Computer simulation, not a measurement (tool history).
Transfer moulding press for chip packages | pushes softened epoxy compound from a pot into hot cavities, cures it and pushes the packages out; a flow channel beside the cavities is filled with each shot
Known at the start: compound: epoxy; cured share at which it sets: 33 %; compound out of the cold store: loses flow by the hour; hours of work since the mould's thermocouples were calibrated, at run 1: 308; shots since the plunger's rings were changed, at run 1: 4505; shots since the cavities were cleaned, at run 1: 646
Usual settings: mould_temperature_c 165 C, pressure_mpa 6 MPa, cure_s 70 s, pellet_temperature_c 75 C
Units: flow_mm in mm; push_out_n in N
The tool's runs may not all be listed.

| run | hour | mould_temperature_c | pressure_mpa | cure_s | pellet_temperature_c | hours of work since the mould's thermocouples were calibrated | shots since the plunger's rings were changed | shots since the cavities were cleaned | incoming compound's hours out of the cold store | flow_mm | push_out_n |
|---|---|---|---|---|---|---|---|---|---|---|---|
| 1 | 0 | 165 | 6 | 70 | 75 | 308 | 4505 | 646 | 22 | 941 | 876 |
|  | 8.2 | cavities cleaned with cleaning compound and waxed |
| 2 | 16.3 | 163 | 6 | 70 | 75 | 315 | 4678 | 95 | 28.1 | 913 | 671 |
| 3 | 37.7 | 163 | 6 | 70 | 75 | 326 | 4926 | 343 | 44.5 | 824 | 815 |
|  | 43.5 | plunger's sealing rings changed |
| 4 | 54.3 | 165 | 6 | 70 | 75 | 333 | 126 | 508 | 26.9 | 962 | 853 |
|  | 72.5 | cavities cleaned with cleaning compound and waxed |
| 5 | 75.4 | 165 | 6 | 70 | 75 | 344 | 354 | 34 | 46 | 850 | 561 |
| 6 | 97.9 | 165 | 6 | 70 | 75 | 355 | 616 | 296 | 34.7 | 915 | 716 |
| 7 | 112.6 | 165 | 6 | 70 | 75 | 363 | 787 | 467 | 31.6 | 935 | 784 |
|  | 135.6 | cavities cleaned with cleaning compound and waxed |
| 8 | 135.6 | 165 | 6 | 70 | 75 | 374 | 1038 | 0 | 12 | 1042 | 586 |
| 9 | 147.1 | 165 | 6 | 70 | 75 | 380 | 1171 | 133 | 45.3 | 845 | 630 |
| 10 | 164.4 | 161 | 6 | 70 | 75 | 389 | 1373 | 335 | 24.8 | 978 | 1031 |
| 11 | 181.6 | 161 | 6 | 70 | 75 | 397 | 1573 | 535 | 18.3 | 1016 | 1105 |
|  | 185.1 | mould's thermocouples calibrated |
| 12 | 196.5 | 165 | 6 | 70 | 75 | 6 | 1722 | 684 | 41 | 863 | 814 |
|  | 200 | cavities cleaned with cleaning compound and waxed |
| 13 | 215.1 | 170 | 6.72 | 80 | 71 | 15 | 1922 | 176 | 46.5 | 859 | 540 |
| 14 | 227.9 | 170 | 6.72 | 80 | 71 | 21 | 2071 | 325 | 45.6 | 861 | 600 |
| 15 | 241.6 | 165 | 4.73 | 56 | 75 | 28 | 2230 | 484 | 8.2 | 938 | 1486 |
| 16 | 253.4 | 165 | 4.73 | 56 | 75 | 34 | 2368 | 622 | 44.7 | 745 | 1297 |
|  | 262.9 | cavities cleaned with cleaning compound and waxed |
|  | 268.6 | mould's thermocouples calibrated, once more |
| 17 | 278.2 | 165 | 6 | 54 | 75 | 5 | 2616 | 155 | 32.9 | 898 | 1269 |
| 18 | 293.2 | 171 | 5.27 | 58 | 80 | 13 | 2790 | 329 | 13.2 | 922 | 790 |
| 19 | 313.1 | 171 | 5.27 | 58 | 80 | 23 | 3022 | 561 | 35.1 | 800 | 827 |
|  | 327.9 | cavities cleaned with cleaning compound and waxed |
| 20 | 328.6 | 169 | 6 | 70 | 79 | 30 | 3185 | 9 | 45.6 | 813 | 454 |
| 21 | 345.4 | 169 | 6 | 70 | 79 | 39 | 3381 | 205 | 30 | 891 | 578 |
| 22 | 365.4 | 165 | 6.9 | 70 | 71 | 49 | 3613 | 437 | 43.8 | 892 | 788 |
| 23 | 386.1 | 158 | 6 | 70 | 82 | 60 | 3855 | 679 | 27 | 956 | 1475 |
|  | 390 | cavities cleaned with cleaning compound and waxed |
| 24 | 397.6 | 161 | 7.01 | 70 | 82 | 65 | 3970 | 87 | 15.9 | 1084 | 859 |

Forecast each of these 5 alternatives for the next run:
| A | 415.9 | 161 | 4.54 | 70 | 82 | 74 | 4184 | 301 | 14.1 | ? | ? |
| B | 415.9 | 169 | 6 | 106 | 72 | 74 | 4184 | 301 | 44.9 | ? | ? |
| C | 415.9 | 159 | 7.33 | 94 | 82 | 74 | 4184 | 301 | 17.5 | ? | ? |
| D | 415.9 | 164 | 5.63 | 108 | 82 | 74 | 4184 | 301 | 21.8 | ? | ? |
| E | 415.9 | 165 | 6.78 | 59 | 75 | 74 | 4184 | 301 | 19.5 | ? | ? |

| run | flow_mm | push_out_n |
|---|---|---|
| A | 879 | 1043 |
| B | 805 | 530 |
| C | 1105 | 649 |
| D | 916 | 580 |
| E | 1023 | 1159 |
Without the tool's hidden state the same runs would have given:
| run | flow_mm | push_out_n |
|---|---|---|
| A | 938 | 812 |
| B | 858 | 400 |
| C | 1179 | 499 |
| D | 977 | 440 |
| E | 1092 | 902 |

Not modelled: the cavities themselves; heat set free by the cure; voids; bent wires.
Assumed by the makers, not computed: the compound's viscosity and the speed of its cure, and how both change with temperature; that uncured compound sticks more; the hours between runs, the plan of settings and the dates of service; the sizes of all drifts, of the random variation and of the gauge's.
